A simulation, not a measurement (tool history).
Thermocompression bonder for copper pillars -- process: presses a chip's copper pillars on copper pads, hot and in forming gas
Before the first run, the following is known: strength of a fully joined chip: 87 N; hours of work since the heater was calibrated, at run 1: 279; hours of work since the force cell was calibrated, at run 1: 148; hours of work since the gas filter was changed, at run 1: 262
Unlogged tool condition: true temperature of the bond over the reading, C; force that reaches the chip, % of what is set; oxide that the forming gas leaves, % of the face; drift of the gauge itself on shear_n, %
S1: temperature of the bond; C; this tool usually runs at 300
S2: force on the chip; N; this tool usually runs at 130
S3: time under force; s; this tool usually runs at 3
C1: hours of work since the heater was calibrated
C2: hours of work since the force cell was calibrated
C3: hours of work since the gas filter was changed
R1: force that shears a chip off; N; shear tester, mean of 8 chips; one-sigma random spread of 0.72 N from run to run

run 1 hour=0.0 | S1=300 S2=130 S3=3 | C1=279 C2=148 C3=262 | R1=58.8
-- hour=4.8 forming gas filter changed
run 2 hour=7.6 | S1=323 S2=130 S3=3 | C1=284 C2=152 C3=2 | R1=70.7
run 3 hour=15.6 | S1=323 S2=130 S3=3 | C1=288 C2=157 C3=7 | R1=71.3
run 4 hour=27.9 | S1=316 S2=130 S3=3 | C1=296 C2=164 C3=14 | R1=67.5
run 5 hour=37.6 | S1=316 S2=130 S3=3 | C1=302 C2=170 C3=20 | R1=67.9
run 6 hour=49.0 | S1=300 S2=130 S3=9 | C1=309 C2=177 C3=27 | R1=73.5
run 7 hour=62.1 | S1=300 S2=130 S3=3 | C1=317 C2=185 C3=35 | R1=58.1
run 8 hour=68.5 | S1=300 S2=130 S3=3 | C1=321 C2=189 C3=39 | R1=58.4
run 9 hour=78.6 | S1=300 S2=130 S3=3 | C1=327 C2=195 C3=45 | R1=58.6
run 10 hour=87.9 | S1=300 S2=130 S3=3 | C1=333 C2=201 C3=51 | R1=57.7
run 11 hour=99.6 | S1=300 S2=130 S3=3 | C1=340 C2=208 C3=58 | R1=57.6
run 12 hour=110.2 | S1=300 S2=130 S3=3 | C1=346 C2=215 C3=64 | R1=58.5
run 13 hour=115.6 | S1=300 S2=130 S3=3 | C1=350 C2=218 C3=68 | R1=59.4
run 14 hour=122.0 | S1=300 S2=130 S3=3 | C1=354 C2=222 C3=72 | R1=60.3
run 15 hour=131.4 | S1=300 S2=130 S3=3 | C1=359 C2=228 C3=77 | R1=59.9
run 16 hour=137.4 | S1=300 S2=130 S3=3 | C1=363 C2=231 C3=81 | R1=58.1
run 17 hour=147.0 | S1=300 S2=115 S3=3 | C1=369 C2=237 C3=87 | R1=54.3
run 18 hour=157.5 | S1=300 S2=84 S3=3 | C1=375 C2=244 C3=93 | R1=42.7
run 19 hour=164.0 | S1=300 S2=84 S3=3 | C1=379 C2=248 C3=97 | R1=42.8
run 20 hour=169.4 | S1=300 S2=84 S3=3 | C1=383 C2=251 C3=101 | R1=42.5
run 21 hour=176.2 | S1=300 S2=109 S3=4 | C1=387 C2=255 C3=105 | R1=57.1
run 22 hour=186.3 | S1=305 S2=122 S3=3 | C1=393 C2=261 C3=111 | R1=58.5
run 23 hour=195.1 | S1=272 S2=161 S3=3 | C1=398 C2=267 C3=116 | R1=49.0
run 24 hour=206.9 | S1=274 S2=161 S3=3 | C1=406 C2=274 C3=124 | R1=50.5
run 25 hour=219.8 | S1=298 S2=130 S3=6 | C1=413 C2=282 C3=132 | R1=69.6
run 26 hour=232.4 | S1=298 S2=97 S3=6 | C1=421 C2=290 C3=139 | R1=57.3
run 27 hour=240.3 | S1=327 S2=183 S3=4 | C1=426 C2=294 C3=144 | R1=83.5
run 28 hour=251.3 | S1=300 S2=130 S3=2 | C1=433 C2=301 C3=151 | R1=51.5
run 29 hour=263.8 | S1=300 S2=130 S3=8 | C1=440 C2=309 C3=158 | R1=72.5
run 30 hour=271.3 | S1=284 S2=165 S3=7 | C1=445 C2=313 C3=163 | R1=69.7
run 31 hour=282.8 | S1=284 S2=165 S3=7 | C1=452 C2=320 C3=170 | R1=71.5
run 32 hour=294.5 | S1=284 S2=165 S3=7 | C1=459 C2=328 C3=177 | R1=70.3
run 33 hour=300.5 | S1=300 S2=195 S3=2 | C1=463 C2=331 C3=181 | R1=66.8
run 34 hour=309.7 | S1=277 S2=88 S3=2 | C1=469 C2=337 C3=187 | R1=25.8
run 35 hour=319.4 | S1=277 S2=88 S3=2 | C1=474 C2=343 C3=193 | R1=26.4
run 36 hour=326.8 | S1=310 S2=187 S3=2 | C1=479 C2=347 C3=197 | R1=71.0
run 37 hour=333.2 | S1=310 S2=187 S3=2 | C1=483 C2=351 C3=201 | R1=70.4

The next listed run, before its measurement:
run 38 hour=341.2 | S1=300 S2=105 S3=3 | C1=488 C2=356 C3=206 | R1=?

Logged for run 38: R1 49.5 N.
Without the tool's hidden state the same run would have given R1 49.6 N.
